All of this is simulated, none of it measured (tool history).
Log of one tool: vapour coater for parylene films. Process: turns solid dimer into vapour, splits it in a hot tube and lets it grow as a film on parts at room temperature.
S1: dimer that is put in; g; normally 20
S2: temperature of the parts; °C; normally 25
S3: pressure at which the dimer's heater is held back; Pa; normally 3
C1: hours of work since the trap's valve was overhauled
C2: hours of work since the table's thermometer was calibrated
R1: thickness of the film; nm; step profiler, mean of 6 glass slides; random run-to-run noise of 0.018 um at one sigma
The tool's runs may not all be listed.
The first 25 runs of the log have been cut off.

{"run": 26, "hour": 400.7, "S1": 20, "S2": 25, "S3": 3, "C1": 157, "C2": 778, "R1": 5080}
{"run": 27, "hour": 417.1, "S1": 28, "S2": 34, "S3": 4.65, "C1": 170, "C2": 791, "R1": 5770}
{"run": 28, "hour": 431.5, "S1": 28, "S2": 34, "S3": 4.65, "C1": 182, "C2": 802, "R1": 5750}
{"hour": 451.4, "done": "table's thermometer calibrated"}
{"run": 29, "hour": 453.7, "S1": 24, "S2": 35, "S3": 6.88, "C1": 199, "C2": 2, "R1": 4680}
{"run": 30, "hour": 467.2, "S1": 24, "S2": 35, "S3": 6.88, "C1": 210, "C2": 13, "R1": 4660}
{"run": 31, "hour": 486.5, "S1": 24, "S2": 35, "S3": 6.88, "C1": 226, "C2": 28, "R1": 4670}
{"run": 32, "hour": 501.8, "S1": 36, "S2": 23, "S3": 5.04, "C1": 238, "C2": 41, "R1": 9050}
{"run": 33, "hour": 512.6, "S1": 11, "S2": 35, "S3": 2.69, "C1": 247, "C2": 49, "R1": 2350}
{"run": 34, "hour": 529.2, "S1": 19, "S2": 25, "S3": 6.37, "C1": 260, "C2": 63, "R1": 4490}
{"run": 35, "hour": 539.9, "S1": 9, "S2": 25, "S3": 2.2, "C1": 269, "C2": 71, "R1": 2350}
{"run": 36, "hour": 553.1, "S1": 16, "S2": 25, "S3": 2.84, "C1": 279, "C2": 82, "R1": 4100}
{"run": 37, "hour": 562.8, "S1": 21, "S2": 24, "S3": 2.86, "C1": 287, "C2": 90, "R1": 5450}

4 ways to go on from here, each from the tool as it stands after run 37. What would each give?
{"run": "A", "hour": 572.0, "S1": 24, "S2": 28, "S3": 3, "C1": 295, "C2": 97, "R1": "?"}
{"run": "B", "hour": 572.0, "S1": 15, "S2": 24, "S3": 10.23, "C1": 295, "C2": 97, "R1": "?"}
{"run": "C", "hour": 572.0, "S1": 19, "S2": 24, "S3": 2.86, "C1": 295, "C2": 97, "R1": "?"}
{"run": "D", "hour": 572.0, "S1": 20, "S2": 25, "S3": 2.5, "C1": 295, "C2": 97, "R1": "?"}

run=A R1=5780
run=B R1=3450
run=C R1=4960
run=D R1=5150
The same runs, with their run-to-run variation unchanged, on a tool lacking any hidden condition would have given:
run=A R1=5780
run=B R1=3460
run=C R1=4970
run=D R1=5160
